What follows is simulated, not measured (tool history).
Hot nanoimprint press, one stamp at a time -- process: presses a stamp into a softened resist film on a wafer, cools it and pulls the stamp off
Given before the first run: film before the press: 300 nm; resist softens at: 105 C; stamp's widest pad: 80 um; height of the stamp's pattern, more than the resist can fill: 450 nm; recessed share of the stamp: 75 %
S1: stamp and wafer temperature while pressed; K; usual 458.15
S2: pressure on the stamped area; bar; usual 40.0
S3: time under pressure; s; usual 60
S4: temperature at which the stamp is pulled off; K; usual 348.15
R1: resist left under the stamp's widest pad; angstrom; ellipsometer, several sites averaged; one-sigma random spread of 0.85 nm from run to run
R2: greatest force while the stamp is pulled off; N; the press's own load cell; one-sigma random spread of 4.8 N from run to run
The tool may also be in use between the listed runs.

{"run": 1, "hour": 0.0, "S1": 458.15, "S2": 40.0, "S3": 60, "S4": 348.15, "R1": 1259, "R2": 382}
{"run": 2, "hour": 16.3, "S1": 458.15, "S2": 40.0, "S3": 60, "S4": 348.15, "R1": 1270, "R2": 379}
{"run": 3, "hour": 42.3, "S1": 458.15, "S2": 25.0, "S3": 60, "S4": 348.15, "R1": 1514, "R2": 403}
{"run": 4, "hour": 72.2, "S1": 458.15, "S2": 25.0, "S3": 52, "S4": 348.15, "R1": 1588, "R2": 397}
{"run": 5, "hour": 84.5, "S1": 458.15, "S2": 25.0, "S3": 52, "S4": 348.15, "R1": 1627, "R2": 401}
{"run": 6, "hour": 97.1, "S1": 458.15, "S2": 25.0, "S3": 52, "S4": 348.15, "R1": 1616, "R2": 406}
{"hour": 107.2, "done": "stamp cleaned and given a new release coat"}
{"hour": 116.8, "done": "plate thermocouple calibrated"}
{"run": 7, "hour": 123.9, "S1": 452.15, "S2": 40.0, "S3": 60, "S4": 348.15, "R1": 1442, "R2": 238}
{"run": 8, "hour": 138.6, "S1": 458.15, "S2": 40.0, "S3": 60, "S4": 348.15, "R1": 1169, "R2": 235}
{"run": 9, "hour": 159.3, "S1": 458.15, "S2": 30.6, "S3": 31, "S4": 341.15, "R1": 1673, "R2": 281}
{"run": 10, "hour": 188.6, "S1": 458.15, "S2": 30.6, "S3": 31, "S4": 341.15, "R1": 1692, "R2": 282}
{"run": 11, "hour": 210.8, "S1": 458.15, "S2": 30.6, "S3": 31, "S4": 341.15, "R1": 1683, "R2": 286}
{"run": 12, "hour": 225.7, "S1": 458.15, "S2": 30.6, "S3": 31, "S4": 341.15, "R1": 1667, "R2": 293}
{"run": 13, "hour": 251.3, "S1": 458.15, "S2": 30.6, "S3": 31, "S4": 341.15, "R1": 1665, "R2": 295}
{"run": 14, "hour": 272.5, "S1": 458.15, "S2": 30.6, "S3": 31, "S4": 355.15, "R1": 1705, "R2": 251}
{"run": 15, "hour": 295.6, "S1": 458.15, "S2": 27.1, "S3": 78, "S4": 354.15, "R1": 1249, "R2": 255}
{"run": 16, "hour": 308.2, "S1": 450.15, "S2": 29.3, "S3": 67, "S4": 343.15, "R1": 1695, "R2": 313}

What if the next run were any one of these 3? Each begins from the tool's condition after run 16:
{"run": "A", "hour": 321.4, "S1": 458.15, "S2": 42.9, "S3": 80, "S4": 344.15, "R1": "?", "R2": "?"}
{"run": "B", "hour": 321.4, "S1": 458.15, "S2": 53.3, "S3": 60, "S4": 348.15, "R1": "?", "R2": "?"}
{"run": "C", "hour": 321.4, "S1": 469.15, "S2": 40.0, "S3": 60, "S4": 354.15, "R1": "?", "R2": "?"}

run=A R1=1024 R2=307
run=B R1=1074 R2=297
run=C R1=802 R2=268
Stripped of hidden state, with their random variation kept, the same runs would have yielded:
run=A R1=981 R2=248
run=B R1=1023 R2=240
run=C R1=771 R2=216
